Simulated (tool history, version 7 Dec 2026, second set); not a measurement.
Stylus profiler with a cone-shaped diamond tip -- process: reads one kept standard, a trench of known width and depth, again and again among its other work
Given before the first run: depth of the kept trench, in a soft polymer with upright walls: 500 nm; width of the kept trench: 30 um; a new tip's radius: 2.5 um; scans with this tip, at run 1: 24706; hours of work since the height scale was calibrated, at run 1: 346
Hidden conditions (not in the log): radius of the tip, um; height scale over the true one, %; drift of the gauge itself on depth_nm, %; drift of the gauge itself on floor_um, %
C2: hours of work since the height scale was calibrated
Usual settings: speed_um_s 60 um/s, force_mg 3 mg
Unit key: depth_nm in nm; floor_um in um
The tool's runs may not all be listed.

run 1 hour=0 | speed_um_s=60 force_mg=3 | scans_with_this_tip=24706 C2=346 | depth_nm=504.39 floor_um=24.45
run 2 hour=65.2 | speed_um_s=60 force_mg=3 | scans_with_this_tip=25163 C2=391 | depth_nm=504.43 floor_um=24.37
run 3 hour=153.3 | speed_um_s=60 force_mg=3 | scans_with_this_tip=25780 C2=452 | depth_nm=504.58 floor_um=24.3
run 4 hour=229.6 | speed_um_s=60 force_mg=3 | scans_with_this_tip=26313 C2=505 | depth_nm=504.94 floor_um=24.31
run 5 hour=298 | speed_um_s=60 force_mg=3 | scans_with_this_tip=26792 C2=553 | depth_nm=504.67 floor_um=24.32
run 6 hour=358.3 | speed_um_s=60 force_mg=3 | scans_with_this_tip=27214 C2=594 | depth_nm=504.9 floor_um=24.23
run 7 hour=420.7 | speed_um_s=60 force_mg=3 | scans_with_this_tip=27651 C2=638 | depth_nm=505.25 floor_um=24.23
run 8 hour=492.8 | speed_um_s=22 force_mg=2.23 | scans_with_this_tip=28156 C2=688 | depth_nm=504.35 floor_um=24.4
run 9 hour=548.6 | speed_um_s=73 force_mg=6.27 | scans_with_this_tip=28547 C2=726 | depth_nm=507.48 floor_um=24.18
run 10 hour=595.3 | speed_um_s=73 force_mg=6.27 | scans_with_this_tip=28873 C2=759 | depth_nm=507.38 floor_um=24.18

Forecast each of these 3 alternatives for the next run:
run A hour=673.1 | speed_um_s=193 force_mg=1.36 | scans_with_this_tip=29418 C2=813 | depth_nm=? floor_um=?
run B hour=673.1 | speed_um_s=60 force_mg=3.83 | scans_with_this_tip=29418 C2=813 | depth_nm=? floor_um=?
run C hour=673.1 | speed_um_s=221 force_mg=2.3 | scans_with_this_tip=29418 C2=813 | depth_nm=? floor_um=?

run=A depth_nm=503.83 floor_um=23.08
run=B depth_nm=506.04 floor_um=24.21
run=C depth_nm=504.62 floor_um=23.19
Without the tool's unlogged condition, the same runs would have read:
run=A depth_nm=502.25 floor_um=25.68
run=B depth_nm=504.45 floor_um=26.81
run=C depth_nm=503.03 floor_um=25.79

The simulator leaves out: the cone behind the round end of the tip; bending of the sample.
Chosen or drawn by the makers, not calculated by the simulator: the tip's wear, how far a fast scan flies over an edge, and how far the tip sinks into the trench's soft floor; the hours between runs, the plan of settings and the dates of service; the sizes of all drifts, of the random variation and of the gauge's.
